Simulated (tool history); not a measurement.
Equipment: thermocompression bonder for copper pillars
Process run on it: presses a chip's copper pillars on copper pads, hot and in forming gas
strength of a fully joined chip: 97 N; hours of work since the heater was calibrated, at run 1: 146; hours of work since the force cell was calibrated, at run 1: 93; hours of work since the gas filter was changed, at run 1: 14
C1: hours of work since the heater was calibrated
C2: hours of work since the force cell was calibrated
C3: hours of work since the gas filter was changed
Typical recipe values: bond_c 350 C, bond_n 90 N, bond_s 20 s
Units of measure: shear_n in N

{"run": 1, "hour": 0.0, "bond_c": 350, "bond_n": 90, "bond_s": 20, "C1": 146, "C2": 93, "C3": 14, "shear_n": 66.6}
{"run": 2, "hour": 16.2, "bond_c": 350, "bond_n": 90, "bond_s": 20, "C1": 155, "C2": 103, "C3": 23, "shear_n": 66.5}
{"run": 3, "hour": 49.4, "bond_c": 350, "bond_n": 90, "bond_s": 20, "C1": 175, "C2": 122, "C3": 43, "shear_n": 67.1}
{"run": 4, "hour": 74.0, "bond_c": 369, "bond_n": 90, "bond_s": 20, "C1": 189, "C2": 137, "C3": 58, "shear_n": 77.0}
{"run": 5, "hour": 94.0, "bond_c": 369, "bond_n": 90, "bond_s": 38, "C1": 201, "C2": 149, "C3": 69, "shear_n": 86.2}
{"run": 6, "hour": 109.4, "bond_c": 350, "bond_n": 90, "bond_s": 16, "C1": 211, "C2": 158, "C3": 79, "shear_n": 62.9}
{"run": 7, "hour": 128.1, "bond_c": 350, "bond_n": 90, "bond_s": 16, "C1": 222, "C2": 169, "C3": 90, "shear_n": 62.9}
{"run": 8, "hour": 162.8, "bond_c": 350, "bond_n": 90, "bond_s": 16, "C1": 242, "C2": 190, "C3": 110, "shear_n": 62.8}
{"run": 9, "hour": 177.2, "bond_c": 350, "bond_n": 90, "bond_s": 16, "C1": 251, "C2": 198, "C3": 119, "shear_n": 63.2}
{"run": 10, "hour": 197.9, "bond_c": 350, "bond_n": 90, "bond_s": 20, "C1": 263, "C2": 210, "C3": 131, "shear_n": 67.8}
{"run": 11, "hour": 225.4, "bond_c": 350, "bond_n": 90, "bond_s": 20, "C1": 279, "C2": 227, "C3": 147, "shear_n": 67.7}
{"run": 12, "hour": 257.5, "bond_c": 350, "bond_n": 90, "bond_s": 20, "C1": 298, "C2": 246, "C3": 166, "shear_n": 67.7}
{"run": 13, "hour": 280.1, "bond_c": 350, "bond_n": 90, "bond_s": 20, "C1": 312, "C2": 259, "C3": 180, "shear_n": 66.9}
{"run": 14, "hour": 296.8, "bond_c": 350, "bond_n": 90, "bond_s": 20, "C1": 322, "C2": 269, "C3": 190, "shear_n": 67.8}
{"run": 15, "hour": 316.7, "bond_c": 350, "bond_n": 108, "bond_s": 20, "C1": 334, "C2": 281, "C3": 202, "shear_n": 73.5}
{"run": 16, "hour": 335.5, "bond_c": 350, "bond_n": 108, "bond_s": 20, "C1": 345, "C2": 292, "C3": 213, "shear_n": 73.3}
{"run": 17, "hour": 355.0, "bond_c": 350, "bond_n": 108, "bond_s": 20, "C1": 356, "C2": 304, "C3": 224, "shear_n": 73.5}
{"run": 18, "hour": 385.2, "bond_c": 350, "bond_n": 108, "bond_s": 20, "C1": 374, "C2": 322, "C3": 242, "shear_n": 74.1}
{"run": 19, "hour": 405.2, "bond_c": 350, "bond_n": 108, "bond_s": 20, "C1": 386, "C2": 334, "C3": 254, "shear_n": 74.1}
{"run": 20, "hour": 427.7, "bond_c": 362, "bond_n": 92, "bond_s": 20, "C1": 399, "C2": 347, "C3": 267, "shear_n": 75.1}
{"run": 21, "hour": 453.0, "bond_c": 357, "bond_n": 105, "bond_s": 26, "C1": 414, "C2": 362, "C3": 282, "shear_n": 80.4}
{"hour": 486.4, "done": "forming gas filter changed"}
{"run": 22, "hour": 488.2, "bond_c": 334, "bond_n": 105, "bond_s": 12, "C1": 435, "C2": 382, "C3": 1, "shear_n": 55.0}
{"run": 23, "hour": 506.3, "bond_c": 333, "bond_n": 90, "bond_s": 38, "C1": 446, "C2": 393, "C3": 12, "shear_n": 70.2}
{"run": 24, "hour": 528.6, "bond_c": 333, "bond_n": 90, "bond_s": 14, "C1": 459, "C2": 406, "C3": 25, "shear_n": 52.0}
{"run": 25, "hour": 552.5, "bond_c": 371, "bond_n": 103, "bond_s": 20, "C1": 473, "C2": 421, "C3": 39, "shear_n": 83.2}
{"run": 26, "hour": 567.2, "bond_c": 371, "bond_n": 101, "bond_s": 20, "C1": 482, "C2": 429, "C3": 48, "shear_n": 82.7}
{"run": 27, "hour": 597.2, "bond_c": 351, "bond_n": 91, "bond_s": 28, "C1": 500, "C2": 447, "C3": 66, "shear_n": 75.5}
{"hour": 614.3, "done": "gauge calibrated"}
{"run": 28, "hour": 614.3, "bond_c": 351, "bond_n": 103, "bond_s": 25, "C1": 510, "C2": 457, "C3": 76, "shear_n": 75.7}
{"run": 29, "hour": 634.3, "bond_c": 351, "bond_n": 103, "bond_s": 25, "C1": 522, "C2": 469, "C3": 88, "shear_n": 75.9}
{"run": 30, "hour": 666.1, "bond_c": 350, "bond_n": 60, "bond_s": 17, "C1": 541, "C2": 488, "C3": 107, "shear_n": 50.4}
{"hour": 674.7, "done": "heater calibrated with a thermocouple chip"}
{"run": 31, "hour": 699.0, "bond_c": 350, "bond_n": 60, "bond_s": 17, "C1": 14, "C2": 506, "C3": 125, "shear_n": 49.9}
{"run": 32, "hour": 726.7, "bond_c": 366, "bond_n": 129, "bond_s": 47, "C1": 31, "C2": 523, "C3": 141, "shear_n": 93.7}
{"run": 33, "hour": 752.7, "bond_c": 343, "bond_n": 119, "bond_s": 11, "C1": 46, "C2": 538, "C3": 157, "shear_n": 61.6}
{"run": 34, "hour": 783.6, "bond_c": 343, "bond_n": 119, "bond_s": 11, "C1": 65, "C2": 557, "C3": 175, "shear_n": 61.8}
{"run": 35, "hour": 807.7, "bond_c": 350, "bond_n": 99, "bond_s": 35, "C1": 79, "C2": 571, "C3": 189, "shear_n": 79.0}
{"run": 36, "hour": 832.5, "bond_c": 350, "bond_n": 95, "bond_s": 20, "C1": 94, "C2": 586, "C3": 204, "shear_n": 68.7}
{"run": 37, "hour": 856.8, "bond_c": 328, "bond_n": 119, "bond_s": 28, "C1": 108, "C2": 600, "C3": 219, "shear_n": 69.0}
{"run": 38, "hour": 871.3, "bond_c": 342, "bond_n": 98, "bond_s": 29, "C1": 117, "C2": 609, "C3": 227, "shear_n": 72.7}

Hidden condition of the tool, last listed run before each entry between runs versus first listed run after:
Logged between run 21 and run 22: forming gas filter changed (hour 486.4)
  oxide that the forming gas leaves, % of the face: 0.78 -> 0.51; drift of the gauge itself on shear_n, %: 2.02 -> 2.17
  measured minus no-state result, shear_n: +1.5 -> +1.3 N
Logged between run 27 and run 28: gauge calibrated (hour 614.3)
  oxide that the forming gas leaves, % of the face: 0.57 -> 0.58; drift of the gauge itself on shear_n, %: 2.66 -> 0
  measured minus no-state result, shear_n: +2.1 -> +0.2 N
Logged between run 30 and run 31: heater calibrated with a thermocouple chip (hour 674.7)
  true temperature of the bond over the reading, C: 0.5 -> 0; oxide that the forming gas leaves, % of the face: 0.61 -> 0.63; drift of the gauge itself on shear_n, %: 0.23 -> 0.37
  measured minus no-state result, shear_n: +0.3 -> +0.1 N

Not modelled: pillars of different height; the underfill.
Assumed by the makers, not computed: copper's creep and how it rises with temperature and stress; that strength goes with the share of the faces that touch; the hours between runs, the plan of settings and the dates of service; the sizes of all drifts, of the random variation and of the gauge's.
